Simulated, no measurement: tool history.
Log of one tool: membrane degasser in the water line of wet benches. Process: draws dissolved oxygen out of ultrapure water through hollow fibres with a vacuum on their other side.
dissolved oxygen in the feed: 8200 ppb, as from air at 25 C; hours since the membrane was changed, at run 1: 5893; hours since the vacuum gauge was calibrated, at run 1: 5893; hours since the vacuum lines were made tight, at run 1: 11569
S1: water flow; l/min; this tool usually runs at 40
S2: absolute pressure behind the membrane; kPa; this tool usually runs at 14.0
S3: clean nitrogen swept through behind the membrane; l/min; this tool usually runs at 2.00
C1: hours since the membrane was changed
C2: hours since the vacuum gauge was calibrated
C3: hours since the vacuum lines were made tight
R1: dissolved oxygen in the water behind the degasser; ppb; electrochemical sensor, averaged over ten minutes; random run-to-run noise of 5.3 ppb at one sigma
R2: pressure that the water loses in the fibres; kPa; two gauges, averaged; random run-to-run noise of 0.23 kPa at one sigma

Run 1, day 0.000: usual settings; C1 5893; C2 5893; C3 11569. Result: R1 581.1 ppb, R2 56.05 kPa.
At day 2.871: seals of the vacuum lines changed.
Run 2, day 7.933: usual settings but S1 46 l/min; C1 6082; C2 6082; C3 122. Result: R1 720.6 ppb, R2 64.56 kPa.
Run 3, day 14.138: usual settings but S1 46 l/min, S3 1.00 l/min; C1 6231; C2 6231; C3 270. Result: R1 1070.8 ppb, R2 64.76 kPa.
Run 4, day 22.571: usual settings but S1 43 l/min, S3 1.00 l/min; C1 6433; C2 6433; C3 473. Result: R1 1012.3 ppb, R2 60.18 kPa.
Run 5, day 28.058: usual settings but S1 43 l/min, S3 4.84 l/min; C1 6565; C2 6565; C3 605. Result: R1 398.0 ppb, R2 60.01 kPa.
Run 6, day 35.233: usual settings but S1 43 l/min, S3 4.77 l/min; C1 6737; C2 6737; C3 777. Result: R1 403.7 ppb, R2 60.64 kPa.
Run 7, day 42.938: usual settings; C1 6922; C2 6922; C3 962. Result: R1 601.1 ppb, R2 56.03 kPa.
Run 8, day 48.421: usual settings but S3 5.20 l/min; C1 7053; C2 7053; C3 1093. Result: R1 346.7 ppb, R2 56.02 kPa.
Run 9, day 52.133: usual settings but S3 5.20 l/min; C1 7143; C2 7143; C3 1182. Result: R1 345.7 ppb, R2 55.83 kPa.
Run 10, day 56.029: usual settings but S3 1.30 l/min; C1 7236; C2 7236; C3 1276. Result: R1 784.0 ppb, R2 56.24 kPa.
Run 11, day 60.875: usual settings but S3 1.30 l/min; C1 7352; C2 7352; C3 1392. Result: R1 787.9 ppb, R2 55.90 kPa.
Run 12, day 64.596: usual settings but S3 1.30 l/min; C1 7442; C2 7442; C3 1481. Result: R1 803.7 ppb, R2 55.95 kPa.
Run 13, day 68.850: usual settings but S2 11.1 kPa; C1 7544; C2 7544; C3 1583. Result: R1 483.3 ppb, R2 56.09 kPa.
Run 14, day 73.725: usual settings but S2 11.1 kPa; C1 7661; C2 7661; C3 1700. Result: R1 483.0 ppb, R2 56.21 kPa.
Run 15, day 79.488: usual settings but S1 57 l/min, S2 11.5 kPa, S3 1.27 l/min; C1 7799; C2 7799; C3 1839. Result: R1 1008.0 ppb, R2 79.38 kPa.
Run 16, day 83.688: usual settings but S2 26.2 kPa, S3 0.81 l/min; C1 7900; C2 7900; C3 1940. Result: R1 1928.0 ppb, R2 55.78 kPa.
Run 17, day 87.150: usual settings but S2 26.2 kPa, S3 0.81 l/min; C1 7983; C2 7983; C3 2023. Result: R1 1865.0 ppb, R2 56.08 kPa.
Run 18, day 91.917: usual settings but S1 41 l/min, S2 14.8 kPa, S3 0.90 l/min; C1 8097; C2 8097; C3 2137. Result: R1 1066.7 ppb, R2 57.59 kPa.
Run 19, day 96.600: usual settings but S1 31 l/min; C1 8210; C2 8210; C3 2250. Result: R1 434.2 ppb, R2 43.76 kPa.
Run 20, day 101.446: usual settings but S1 31 l/min; C1 8326; C2 8326; C3 2366. Result: R1 434.1 ppb, R2 43.29 kPa.
Run 21, day 110.029: usual settings but S1 39 l/min, S2 15.6 kPa; C1 8532; C2 8532; C3 2572. Result: R1 636.4 ppb, R2 54.65 kPa.
At day 113.588: vacuum gauge calibrated.
Run 22, day 116.254: usual settings but S2 23.3 kPa, S3 4.64 l/min; C1 8681; C2 64; C3 2721. Result: R1 542.7 ppb, R2 56.15 kPa.
Run 23, day 121.638: usual settings but S2 23.3 kPa, S3 4.64 l/min; C1 8810; C2 193; C3 2850. Result: R1 541.6 ppb, R2 56.00 kPa.
Run 24, day 126.667: usual settings but S1 60 l/min, S2 25.6 kPa; C1 8931; C2 314; C3 2971. Result: R1 1550.0 ppb, R2 83.97 kPa.
Run 25, day 133.850: usual settings but S1 60 l/min, S2 25.6 kPa; C1 9103; C2 486; C3 3143. Result: R1 1558.3 ppb, R2 84.21 kPa.
Run 26, day 141.038: usual settings but S1 60 l/min, S2 25.6 kPa; C1 9276; C2 659; C3 3315. Result: R1 1550.8 ppb, R2 83.49 kPa.
Run 27, day 146.800: usual settings but S1 43 l/min, S2 17.0 kPa, S3 5.85 l/min; C1 9414; C2 797; C3 3454. Result: R1 415.5 ppb, R2 60.47 kPa.

Alternative continuations, all from the tool just after run 27; predict every row:
Run A, day 154.154: usual settings but S1 57 l/min, S2 11.5 kPa, S3 1.18 l/min; C1 9590; C2 974; C3 3630. Result: R1 ?, R2 ?.
Run B, day 154.154: usual settings but S1 62 l/min, S2 13.6 kPa, S3 2.20 l/min; C1 9590; C2 974; C3 3630. Result: R1 ?, R2 ?.
Run C, day 154.154: usual settings but S1 33 l/min, S2 17.0 kPa, S3 5.85 l/min; C1 9590; C2 974; C3 3630. Result: R1 ?, R2 ?.
Run D, day 154.154: usual settings but S1 36 l/min, S2 16.3 kPa, S3 3.30 l/min; C1 9590; C2 974; C3 3630. Result: R1 ?, R2 ?.
Run E, day 154.154: usual settings but S1 45 l/min, S2 31.3 kPa, S3 1.82 l/min; C1 9590; C2 974; C3 3630. Result: R1 ?, R2 ?.

run      R1     R2
  A  1037.4  80.69
  B   982.4  86.89
  C   271.0  46.44
  D   431.6  50.54
  E  1447.3  63.01
Without the tool's unlogged condition, the same runs would have read:
run      R1     R2
  A  1035.8  80.56
  B   980.5  86.75
  C   270.3  46.37
  D   430.8  50.47
  E  1446.3  62.92
